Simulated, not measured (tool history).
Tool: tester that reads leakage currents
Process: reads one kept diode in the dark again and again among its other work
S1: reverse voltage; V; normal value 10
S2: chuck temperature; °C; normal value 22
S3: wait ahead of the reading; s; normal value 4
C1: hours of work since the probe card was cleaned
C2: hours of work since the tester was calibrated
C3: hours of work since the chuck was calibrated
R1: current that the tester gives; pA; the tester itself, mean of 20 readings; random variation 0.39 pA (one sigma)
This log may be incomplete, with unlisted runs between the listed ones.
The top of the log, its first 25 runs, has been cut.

| run | hour | S1 | S2 | S3 | C1 | C2 | C3 | R1 |
|---|---|---|---|---|---|---|---|---|
| 26 | 1616.1 | 2.4 | 34 | 0.37 | 946 | 1695 | 258 | 184.87 |
| 27 | 1662.8 | 10 | 34 | 4 | 978 | 1727 | 291 | 367.27 |
| 28 | 1751.2 | 10 | 24 | 0.67 | 1040 | 1788 | 352 | 186.4 |
| 29 | 1790.9 | 10 | 45 | 4.04 | 1067 | 1816 | 379 | 801.01 |
| 30 | 1868.1 | 5.5 | 48 | 9.82 | 1120 | 1869 | 433 | 746.83 |
| 31 | 1946.2 | 10 | 22 | 2.71 | 1174 | 1923 | 487 | 163.47 |
| 32 | 1992.4 | 10 | 40 | 1.36 | 1206 | 1955 | 519 | 581.09 |
| 33 | 2040.8 | 10 | 39 | 1.81 | 1240 | 1989 | 552 | 549.55 |
| 34 | 2113 | 6.1 | 43 | 3.61 | 1290 | 2039 | 602 | 570.1 |
| 35 | 2154.6 | 13.6 | 22 | 2.28 | 1319 | 2067 | 631 | 202.7 |
| 36 | 2194.6 | 16.5 | 59 | 4 | 1346 | 2095 | 659 | 2646.76 |
|  | 2212.8 | chuck's temperature calibrated |
| 37 | 2279.4 | 5.4 | 23 | 5.05 | 1404 | 2152 | 46 | 122.14 |
| 38 | 2356.2 | 10 | 22 | 2.6 | 1457 | 2205 | 99 | 161.58 |
| 39 | 2408.6 | 10 | 35 | 6.97 | 1493 | 2242 | 135 | 399.27 |
| 40 | 2458.4 | 10 | 35 | 6.97 | 1527 | 2276 | 170 | 397.75 |

Forecast each of these 3 alternatives for the next run:
| A | 2533.9 | 9.6 | 44 | 0.47 | 1580 | 2328 | 222 | ? |
| B | 2533.9 | 7.6 | 25 | 6.97 | 1580 | 2328 | 222 | ? |
| C | 2533.9 | 10 | 22 | 8.3 | 1580 | 2328 | 222 | ? |

| run | R1 |
|---|---|
| A | 737.15 |
| B | 176.09 |
| C | 166.6 |
Without the tool's unlogged condition, the same runs would have read:
| run | R1 |
|---|---|
| A | 674.66 |
| B | 145.2 |
| C | 129.33 |
